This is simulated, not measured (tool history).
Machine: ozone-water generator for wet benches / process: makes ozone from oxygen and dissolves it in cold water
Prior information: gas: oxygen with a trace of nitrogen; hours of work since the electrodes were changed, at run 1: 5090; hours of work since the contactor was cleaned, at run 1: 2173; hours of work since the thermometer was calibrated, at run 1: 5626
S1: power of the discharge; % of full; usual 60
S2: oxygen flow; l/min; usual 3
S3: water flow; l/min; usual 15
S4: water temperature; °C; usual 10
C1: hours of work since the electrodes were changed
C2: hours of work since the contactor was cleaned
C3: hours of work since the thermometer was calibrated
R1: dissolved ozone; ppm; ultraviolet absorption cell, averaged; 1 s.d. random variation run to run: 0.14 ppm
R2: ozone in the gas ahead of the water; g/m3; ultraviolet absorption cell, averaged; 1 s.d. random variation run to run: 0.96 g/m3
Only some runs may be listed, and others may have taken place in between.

run,hour,S1,S2,S3,S4,C1,C2,C3,R1,R2
1,0,60,3,15,10,5090,2173,5626,16.5,164.2
# hour 143.8: water thermometer calibrated
2,205.1,60,1.96,15,10,5287,2371,59,15,205.8
3,364.1,60,1.96,15,10,5440,2524,212,14.9,206.7
4,511.8,43,3,15,10,5583,2666,354,13.9,137.8
5,680.2,43,3,15,10,5745,2828,517,13.8,139.4
6,804.3,43,3,15,10,5864,2947,636,13.8,137.7
7,1012.8,43,3,15,10,6065,3148,837,13.8,139.3
8,1190.5,43,3,15,10,6236,3319,1008,14.1,136.4
9,1324.8,43,3,15,10,6365,3449,1137,14,138.2
10,1447.6,43,3,15,10,6484,3567,1256,13.7,135.9
11,1626.8,60,3,15,12,6656,3740,1428,16,161.5
12,1741.3,60,3,15,12,6767,3850,1538,16,163.2
13,1912.8,60,3,15,12,6932,4015,1703,16.5,163.6
14,2096,60,3,15,10,7108,4191,1880,16.2,160.5
15,2285.3,60,3,15,10,7290,4374,2062,16.2,159.2
16,2393.8,60,3,15,13,7395,4478,2167,15.8,161.7
17,2602.4,47,3,10,10,7596,4679,2368,20.9,141.4
18,2776,47,3,10,10,7763,4846,2535,20.8,144
19,2885.3,60,2.84,15,13,7868,4951,2640,15.6,164.8
# hour 2966.1: contactor cleaned
20,3056.2,60,2.84,15,13,8029,87,2801,15.9,165.1
21,3225.4,60,3.76,15,8,8192,250,2964,17.2,143.2
22,3328.5,86,4.53,21,12,8291,349,3063,14.5,154.9
23,3419.4,55,3,12,6,8379,436,3150,20.4,154.8
24,3609.9,52,5.25,18,10,8562,620,3334,13.7,112.3
25,3742.6,52,1.65,18,8,8690,748,3462,11.2,203.3
26,3827.8,70,3.33,18,16,8772,830,3544,14,164
27,3979.3,70,3.33,18,16,8918,976,3690,14,164.4
28,4091.8,75,2.9,20,6,9026,1084,3798,14.1,183.7
29,4187.3,75,2.9,20,6,9118,1176,3890,14,182.6
30,4374.6,55,3,15,6,9299,1356,4070,16.2,152.3
31,4527.2,76,4.27,23,5,9445,1503,4217,13.4,148.8
32,4687.9,76,4.27,23,5,9600,1658,4372,12.9,150.2

Selected run-to-run steps in R2, each split into two signed amounts: the part the tool would show with no hidden state at all (from settings, incoming material and random variation), and the remainder, which goes to the hidden state together with any gauge scatter not common to the measured and the hidden-state-free results:
Hidden state at play: yield of the discharge, % of new electrodes'; contactor's efficiency, % of a clean one's; true water temperature over the reading, C; drift of the gauge itself on ozone_ppm, %; drift of the gauge itself on gas_g_m3, %.
Run 3 -> 4: S1 60 -> 43, S2 1.96 -> 3. R2 -68.9 g/m3: hidden state +0.1, all else -69.
Run 23 -> 24: S1 55 -> 52, S2 3 -> 5.25, S3 12 -> 18, S4 6 -> 10. R2 -42.5 g/m3: hidden state +0.7, all else -43.2.
Run 24 -> 25: S2 5.25 -> 1.65, S4 10 -> 8. R2 +91 g/m3: hidden state -2, all else +93.
Run 25 -> 26: S1 52 -> 70, S2 1.65 -> 3.33, S4 8 -> 16. R2 -39.3 g/m3: hidden state +0.7, all else -40.
